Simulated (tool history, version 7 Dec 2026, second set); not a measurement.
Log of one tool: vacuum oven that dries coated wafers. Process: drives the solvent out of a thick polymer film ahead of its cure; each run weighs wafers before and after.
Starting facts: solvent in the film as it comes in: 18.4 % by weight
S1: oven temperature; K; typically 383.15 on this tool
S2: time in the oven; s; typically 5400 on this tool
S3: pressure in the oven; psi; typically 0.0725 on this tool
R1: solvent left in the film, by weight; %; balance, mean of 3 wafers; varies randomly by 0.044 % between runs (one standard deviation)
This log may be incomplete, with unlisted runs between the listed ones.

run	day	S1	S2	S3	R1
1	0	383.15	5400	0.0725	3.18
2	2.025	372.15	5400	0.0725	7.11
3	4.296	372.15	5400	0.0725	7.09
4	5.929	372.15	5400	0.0725	7.08
5	7.838	372.15	5400	0.1719	7.37
6	9.829	372.15	5400	0.1719	7.19
7	11.362	383.15	5400	0.211	3.59
8	13.35	381.15	5400	0.134	3.95
9	15.204	381.15	5400	0.134	4
# day 15.492: oven's thermocouples calibrated
10	17.521	383.15	7140	0.087	1.95
11	18.704	383.15	7140	0.087	2
12	20.667	383.15	5400	0.0567	2.97
13	22.529	383.15	6060	0.226	3.06
14	24.646	383.15	4500	0.0725	3.81

For each run, the measured value with the value that run would have given without the tool's hidden condition subtracted. The run-to-run variation is shared by both, the gauge scatter possibly not:
The tool's hidden condition here consists of: true wafer temperature over the reading, C; true pressure over the reading, kPa; drift of the gauge itself on solvent_pct, %.
run	R1
1	-0.19
2	-0.24
3	-0.26
4	-0.27
5	-0.28
6	-0.28
7	-0.25
8	-0.28
9	-0.29
10	-0.23
11	-0.23
12	-0.36
13	-0.34
14	-0.45

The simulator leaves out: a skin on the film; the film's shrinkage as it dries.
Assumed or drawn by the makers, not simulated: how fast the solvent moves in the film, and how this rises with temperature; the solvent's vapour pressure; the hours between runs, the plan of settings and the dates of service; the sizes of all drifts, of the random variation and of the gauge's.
